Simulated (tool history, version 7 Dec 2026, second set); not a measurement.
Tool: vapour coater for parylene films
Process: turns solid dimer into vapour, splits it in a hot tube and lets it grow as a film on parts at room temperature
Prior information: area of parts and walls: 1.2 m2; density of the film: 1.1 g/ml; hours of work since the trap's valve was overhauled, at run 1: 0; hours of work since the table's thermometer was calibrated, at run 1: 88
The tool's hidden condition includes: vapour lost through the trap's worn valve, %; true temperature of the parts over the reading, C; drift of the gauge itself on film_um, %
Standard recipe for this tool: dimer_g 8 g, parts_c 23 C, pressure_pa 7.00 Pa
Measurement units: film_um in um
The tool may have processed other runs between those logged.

| run | day | dimer_g | parts_c | pressure_pa | hours of work since the trap's valve was overhauled | hours of work since the table's thermometer was calibrated | film_um |
|---|---|---|---|---|---|---|---|
| 1 | 0.000 | 8 | 23 | 7.00 | 0 | 88 | 3.27 |
| 2 | 0.675 | 8 | 23 | 7.00 | 10 | 98 | 3.15 |
| 3 | 1.429 | 8 | 23 | 7.00 | 21 | 109 | 3.16 |
| 4 | 2.067 | 8 | 23 | 7.00 | 31 | 119 | 3.11 |
| 5 | 2.725 | 8 | 23 | 7.00 | 40 | 128 | 3.16 |
| 6 | 3.192 | 8 | 23 | 7.00 | 47 | 135 | 3.13 |
| 7 | 3.950 | 8 | 23 | 7.00 | 58 | 147 | 3.14 |
| 8 | 4.304 | 8 | 23 | 7.00 | 64 | 152 | 3.14 |
| 9 | 4.892 | 3 | 23 | 7.00 | 72 | 160 | 1.19 |
| 10 | 5.483 | 3 | 23 | 7.00 | 81 | 169 | 1.17 |
| 11 | 5.900 | 8 | 23 | 8.25 | 87 | 175 | 3.09 |
| 12 | 6.225 | 8 | 23 | 7.00 | 92 | 180 | 3.09 |
| 13 | 6.679 | 8 | 23 | 7.00 | 99 | 187 | 3.06 |
| 14 | 7.162 | 8 | 23 | 7.00 | 106 | 194 | 3.10 |
| 15 | 7.704 | 8 | 23 | 7.00 | 114 | 202 | 3.09 |
| 16 | 8.021 | 8 | 23 | 3.09 | 119 | 207 | 3.22 |
| 17 | 8.479 | 8 | 16 | 3.09 | 125 | 214 | 4.29 |
| 18 | 9.133 | 11 | 23 | 7.00 | 135 | 223 | 4.15 |
| 19 | 9.612 | 4 | 23 | 7.00 | 142 | 230 | 1.53 |
| 20 | 10.179 | 8 | 23 | 2.14 | 150 | 239 | 3.33 |
| 21 | 10.783 | 8 | 23 | 2.14 | 159 | 248 | 3.33 |
| 22 | 11.392 | 8 | 23 | 7.00 | 168 | 257 | 2.98 |
| 23 | 11.862 | 8 | 23 | 7.00 | 175 | 264 | 2.99 |
| 24 | 12.258 | 8 | 23 | 7.00 | 181 | 269 | 3.02 |
| 25 | 12.908 | 4 | 23 | 7.00 | 191 | 279 | 1.49 |
| 26 | 13.246 | 3 | 20 | 3.50 | 196 | 284 | 1.32 |
| 27 | 13.929 | 8 | 25 | 8.16 | 206 | 294 | 2.68 |
| 28 | 14.483 | 8 | 25 | 8.16 | 214 | 302 | 2.69 |
| 29 | 14.900 | 11 | 22 | 5.41 | 220 | 308 | 4.27 |
| 30 | 15.538 | 11 | 25 | 11.94 | 230 | 318 | 3.51 |
|  | 15.842 | trap's valve overhauled |
| 31 | 16.162 | 12 | 25 | 2.48 | 5 | 325 | 4.77 |
| 32 | 16.646 | 4 | 19 | 4.02 | 12 | 332 | 1.93 |
| 33 | 17.212 | 8 | 18 | 7.00 | 20 | 340 | 3.90 |
| 34 | 17.683 | 13 | 20 | 7.00 | 27 | 347 | 5.77 |
| 35 | 18.350 | 13 | 20 | 7.00 | 37 | 357 | 5.72 |
| 36 | 18.871 | 13 | 20 | 7.00 | 45 | 365 | 5.78 |
| 37 | 19.329 | 13 | 20 | 7.00 | 52 | 371 | 5.76 |
| 38 | 19.633 | 9 | 20 | 10.22 | 56 | 376 | 3.86 |
| 39 | 20.279 | 5 | 21 | 7.90 | 66 | 386 | 2.10 |
| 40 | 20.700 | 8 | 23 | 4.12 | 72 | 392 | 3.22 |
| 41 | 21.196 | 10 | 22 | 4.12 | 79 | 399 | 4.14 |
| 42 | 21.704 | 7 | 22 | 4.12 | 87 | 407 | 2.98 |
| 43 | 22.454 | 8 | 17 | 6.10 | 98 | 418 | 3.92 |
| 44 | 23.212 | 8 | 17 | 6.10 | 109 | 429 | 3.96 |
| 45 | 23.854 | 8 | 17 | 6.10 | 118 | 438 | 3.90 |
| 46 | 24.362 | 8 | 17 | 6.10 | 126 | 446 | 3.85 |
| 47 | 24.867 | 4 | 23 | 7.00 | 133 | 453 | 1.54 |

Selected run-to-run steps in film_um, each split into two signed amounts: the part the tool would show with no hidden state at all (from settings, incoming material and random variation), and the remainder, which goes to the hidden state together with any gauge scatter not common to the measured and the hidden-state-free results:
Run 18 -> 19: dimer_g 11 -> 4. film_um -2.62 um: hidden state +0.16, all else -2.78.
Run 28 -> 29: dimer_g 8 -> 11, parts_c 25 -> 22, pressure_pa 8.16 -> 5.41. film_um +1.58 um: hidden state -0.16, all else +1.74.
Run 30 -> 31: dimer_g 11 -> 12, pressure_pa 11.94 -> 2.48, trap's valve overhauled. film_um +1.26 um: hidden state +0.30, all else +0.96.
Run 31 -> 32: dimer_g 12 -> 4, parts_c 25 -> 19, pressure_pa 2.48 -> 4.02. film_um -2.84 um: hidden state +0.03, all else -2.87.
Run 46 -> 47: dimer_g 8 -> 4, parts_c 17 -> 23, pressure_pa 6.10 -> 7.00. film_um -2.31 um: hidden state +0.13, all else -2.44.
